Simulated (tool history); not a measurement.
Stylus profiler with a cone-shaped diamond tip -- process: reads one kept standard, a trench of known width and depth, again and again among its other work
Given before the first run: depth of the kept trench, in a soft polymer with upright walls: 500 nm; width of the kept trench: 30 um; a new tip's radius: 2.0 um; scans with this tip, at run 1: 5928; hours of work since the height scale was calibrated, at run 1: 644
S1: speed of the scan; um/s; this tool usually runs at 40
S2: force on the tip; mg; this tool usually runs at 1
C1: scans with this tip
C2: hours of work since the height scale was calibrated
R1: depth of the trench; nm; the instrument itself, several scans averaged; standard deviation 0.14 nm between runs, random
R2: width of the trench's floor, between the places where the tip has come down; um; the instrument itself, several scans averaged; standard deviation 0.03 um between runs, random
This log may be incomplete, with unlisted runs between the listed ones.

{"run": 1, "hour": 0.0, "S1": 40, "S2": 1, "C1": 5928, "C2": 644, "R1": 502.48, "R2": 27.2}
{"run": 2, "hour": 11.0, "S1": 40, "S2": 1, "C1": 5995, "C2": 652, "R1": 502.13, "R2": 27.14}
{"run": 3, "hour": 26.0, "S1": 28, "S2": 1, "C1": 6087, "C2": 662, "R1": 502.33, "R2": 27.19}
{"run": 4, "hour": 39.4, "S1": 28, "S2": 1, "C1": 6168, "C2": 670, "R1": 502.29, "R2": 27.23}
{"run": 5, "hour": 62.5, "S1": 40, "S2": 0.63, "C1": 6309, "C2": 686, "R1": 501.82, "R2": 27.12}
{"run": 6, "hour": 79.9, "S1": 40, "S2": 1.76, "C1": 6415, "C2": 697, "R1": 503.33, "R2": 27.17}
{"run": 7, "hour": 104.0, "S1": 40, "S2": 1.76, "C1": 6562, "C2": 713, "R1": 503.64, "R2": 27.2}
{"run": 8, "hour": 121.8, "S1": 40, "S2": 1.76, "C1": 6671, "C2": 725, "R1": 503.55, "R2": 27.18}
{"run": 9, "hour": 145.4, "S1": 40, "S2": 1.76, "C1": 6814, "C2": 741, "R1": 503.59, "R2": 27.22}
{"run": 10, "hour": 161.3, "S1": 136, "S2": 1, "C1": 6911, "C2": 751, "R1": 502.53, "R2": 26.72}
{"run": 11, "hour": 181.7, "S1": 136, "S2": 1, "C1": 7036, "C2": 765, "R1": 502.31, "R2": 26.75}
{"run": 12, "hour": 195.2, "S1": 15, "S2": 1, "C1": 7118, "C2": 774, "R1": 502.55, "R2": 27.21}
{"run": 13, "hour": 217.0, "S1": 61, "S2": 1, "C1": 7251, "C2": 788, "R1": 502.55, "R2": 27.03}
{"run": 14, "hour": 237.9, "S1": 61, "S2": 1, "C1": 7379, "C2": 802, "R1": 502.41, "R2": 26.98}
{"run": 15, "hour": 253.2, "S1": 38, "S2": 0.53, "C1": 7471, "C2": 812, "R1": 501.71, "R2": 27.05}
{"run": 16, "hour": 273.6, "S1": 38, "S2": 0.53, "C1": 7596, "C2": 826, "R1": 501.42, "R2": 27.1}
{"run": 17, "hour": 294.7, "S1": 13, "S2": 1.41, "C1": 7725, "C2": 840, "R1": 502.81, "R2": 27.29}
{"run": 18, "hour": 313.5, "S1": 59, "S2": 1.23, "C1": 7839, "C2": 852, "R1": 502.86, "R2": 27.12}
{"run": 19, "hour": 335.1, "S1": 124, "S2": 2.3, "C1": 7971, "C2": 866, "R1": 504.25, "R2": 26.92}
{"run": 20, "hour": 357.6, "S1": 124, "S2": 2.3, "C1": 8108, "C2": 881, "R1": 504.32, "R2": 26.96}
{"run": 21, "hour": 368.1, "S1": 143, "S2": 2.76, "C1": 8172, "C2": 888, "R1": 504.87, "R2": 26.96}
{"run": 22, "hour": 392.7, "S1": 143, "S2": 0.79, "C1": 8322, "C2": 904, "R1": 502.09, "R2": 26.56}
{"run": 23, "hour": 412.2, "S1": 143, "S2": 0.79, "C1": 8441, "C2": 917, "R1": 502.48, "R2": 26.52}
{"run": 24, "hour": 426.6, "S1": 143, "S2": 0.79, "C1": 8529, "C2": 927, "R1": 501.86, "R2": 26.54}
{"run": 25, "hour": 448.9, "S1": 143, "S2": 0.79, "C1": 8664, "C2": 942, "R1": 502.12, "R2": 26.6}
{"run": 26, "hour": 469.9, "S1": 18, "S2": 1.29, "C1": 8793, "C2": 956, "R1": 502.83, "R2": 27.27}

Branching from run 26: 4 alternative next runs. What would each branch give?
{"run": "A", "hour": 492.4, "S1": 11, "S2": 0.87, "C1": 8929, "C2": 970, "R1": "?", "R2": "?"}
{"run": "B", "hour": 492.4, "S1": 47, "S2": 2.63, "C1": 8929, "C2": 970, "R1": "?", "R2": "?"}
{"run": "C", "hour": 492.4, "S1": 18, "S2": 1.51, "C1": 8929, "C2": 970, "R1": "?", "R2": "?"}
{"run": "D", "hour": 492.4, "S1": 100, "S2": 2.16, "C1": 8929, "C2": 970, "R1": "?", "R2": "?"}

run=A R1=502.03 R2=27.27
run=B R1=504.54 R2=27.24
run=C R1=503.11 R2=27.27
run=D R1=503.81 R2=26.99
Stripped of hidden state, with their random variation kept, the same runs would have yielded:
run=A R1=502.02 R2=27.28
run=B R1=504.53 R2=27.25
run=C R1=503.09 R2=27.28
run=D R1=503.8 R2=27
